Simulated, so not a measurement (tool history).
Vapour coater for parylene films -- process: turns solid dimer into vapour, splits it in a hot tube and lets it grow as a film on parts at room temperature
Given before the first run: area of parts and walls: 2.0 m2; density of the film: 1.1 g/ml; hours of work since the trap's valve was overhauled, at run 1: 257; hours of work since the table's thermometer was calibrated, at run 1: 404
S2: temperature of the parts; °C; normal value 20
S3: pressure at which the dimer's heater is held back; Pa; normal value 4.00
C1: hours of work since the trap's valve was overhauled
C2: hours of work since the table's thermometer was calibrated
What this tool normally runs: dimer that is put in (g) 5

{"run": 1, "hour": 0.0, "dimer that is put in (g)": 5, "S2": 20, "S3": 4.0, "C1": 257, "C2": 404, "thickness of the film (um)": 1.614}
{"run": 2, "hour": 42.4, "dimer that is put in (g)": 5, "S2": 20, "S3": 4.0, "C1": 277, "C2": 424, "thickness of the film (um)": 1.617}
{"run": 3, "hour": 101.4, "dimer that is put in (g)": 2, "S2": 20, "S3": 4.0, "C1": 305, "C2": 453, "thickness of the film (um)": 0.648}
{"run": 4, "hour": 158.8, "dimer that is put in (g)": 2, "S2": 20, "S3": 4.0, "C1": 333, "C2": 480, "thickness of the film (um)": 0.644}
{"run": 5, "hour": 198.8, "dimer that is put in (g)": 2, "S2": 20, "S3": 4.0, "C1": 352, "C2": 499, "thickness of the film (um)": 0.651}
{"run": 6, "hour": 234.3, "dimer that is put in (g)": 5, "S2": 20, "S3": 4.0, "C1": 369, "C2": 516, "thickness of the film (um)": 1.625}
{"run": 7, "hour": 319.7, "dimer that is put in (g)": 5, "S2": 20, "S3": 2.13, "C1": 410, "C2": 557, "thickness of the film (um)": 1.813}
{"hour": 384.8, "done": "trap's valve overhauled"}
{"run": 8, "hour": 387.1, "dimer that is put in (g)": 5, "S2": 20, "S3": 2.04, "C1": 1, "C2": 588, "thickness of the film (um)": 1.825}
{"run": 9, "hour": 430.6, "dimer that is put in (g)": 5, "S2": 20, "S3": 2.04, "C1": 22, "C2": 609, "thickness of the film (um)": 1.822}
{"run": 10, "hour": 499.3, "dimer that is put in (g)": 5, "S2": 20, "S3": 2.04, "C1": 55, "C2": 642, "thickness of the film (um)": 1.822}
{"run": 11, "hour": 548.5, "dimer that is put in (g)": 5, "S2": 20, "S3": 2.04, "C1": 79, "C2": 665, "thickness of the film (um)": 1.835}
{"run": 12, "hour": 603.3, "dimer that is put in (g)": 5, "S2": 15, "S3": 4.0, "C1": 105, "C2": 691, "thickness of the film (um)": 1.995}
{"run": 13, "hour": 640.7, "dimer that is put in (g)": 5, "S2": 20, "S3": 4.0, "C1": 123, "C2": 709, "thickness of the film (um)": 1.656}
{"run": 14, "hour": 716.5, "dimer that is put in (g)": 5, "S2": 20, "S3": 4.0, "C1": 159, "C2": 746, "thickness of the film (um)": 1.645}
{"run": 15, "hour": 774.7, "dimer that is put in (g)": 2, "S2": 15, "S3": 6.24, "C1": 187, "C2": 774, "thickness of the film (um)": 0.748}
{"run": 16, "hour": 860.6, "dimer that is put in (g)": 7, "S2": 29, "S3": 4.28, "C1": 228, "C2": 815, "thickness of the film (um)": 1.61}
{"hour": 868.3, "done": "gauge calibrated"}
{"run": 17, "hour": 923.4, "dimer that is put in (g)": 6, "S2": 29, "S3": 4.28, "C1": 258, "C2": 845, "thickness of the film (um)": 1.351}
{"run": 18, "hour": 968.3, "dimer that is put in (g)": 6, "S2": 14, "S3": 2.82, "C1": 280, "C2": 867, "thickness of the film (um)": 2.584}
{"run": 19, "hour": 1011.9, "dimer that is put in (g)": 4, "S2": 14, "S3": 2.82, "C1": 301, "C2": 887, "thickness of the film (um)": 1.723}
{"run": 20, "hour": 1082.1, "dimer that is put in (g)": 2, "S2": 13, "S3": 5.4, "C1": 334, "C2": 921, "thickness of the film (um)": 0.803}
{"run": 21, "hour": 1131.8, "dimer that is put in (g)": 2, "S2": 13, "S3": 5.4, "C1": 358, "C2": 945, "thickness of the film (um)": 0.812}
{"run": 22, "hour": 1211.1, "dimer that is put in (g)": 3, "S2": 18, "S3": 4.9, "C1": 396, "C2": 983, "thickness of the film (um)": 1.035}
{"run": 23, "hour": 1277.9, "dimer that is put in (g)": 2, "S2": 17, "S3": 4.18, "C1": 428, "C2": 1015, "thickness of the film (um)": 0.73}
{"hour": 1304.9, "done": "trap's valve overhauled"}
{"run": 24, "hour": 1349.2, "dimer that is put in (g)": 8, "S2": 24, "S3": 6.37, "C1": 21, "C2": 1047, "thickness of the film (um)": 2.091}
{"run": 25, "hour": 1400.3, "dimer that is put in (g)": 3, "S2": 28, "S3": 6.37, "C1": 46, "C2": 1072, "thickness of the film (um)": 0.669}
{"run": 26, "hour": 1435.7, "dimer that is put in (g)": 3, "S2": 28, "S3": 6.37, "C1": 63, "C2": 1089, "thickness of the film (um)": 0.671}
{"run": 27, "hour": 1509.9, "dimer that is put in (g)": 3, "S2": 28, "S3": 10.55, "C1": 98, "C2": 1124, "thickness of the film (um)": 0.618}
{"run": 28, "hour": 1549.5, "dimer that is put in (g)": 4, "S2": 13, "S3": 5.05, "C1": 117, "C2": 1143, "thickness of the film (um)": 1.669}

What if the next run were any one of these 3? Each begins from the tool's condition after run 28:
{"run": "A", "hour": 1620.9, "dimer that is put in (g)": 5, "S2": 20, "S3": 7.59, "C1": 152, "C2": 1178, "thickness of the film (um)": "?"}
{"run": "B", "hour": 1620.9, "dimer that is put in (g)": 2, "S2": 13, "S3": 5.05, "C1": 152, "C2": 1178, "thickness of the film (um)": "?"}
{"run": "C", "hour": 1620.9, "dimer that is put in (g)": 6, "S2": 18, "S3": 5.05, "C1": 152, "C2": 1178, "thickness of the film (um)": "?"}

run=A thickness_of_the_film_(um)=1.505
run=B thickness_of_the_film_(um)=0.837
run=C thickness_of_the_film_(um)=2.049
What these runs would have given with no unlogged condition in the tool:
run=A thickness_of_the_film_(um)=1.467
run=B thickness_of_the_film_(um)=0.816
run=C thickness_of_the_film_(um)=1.998

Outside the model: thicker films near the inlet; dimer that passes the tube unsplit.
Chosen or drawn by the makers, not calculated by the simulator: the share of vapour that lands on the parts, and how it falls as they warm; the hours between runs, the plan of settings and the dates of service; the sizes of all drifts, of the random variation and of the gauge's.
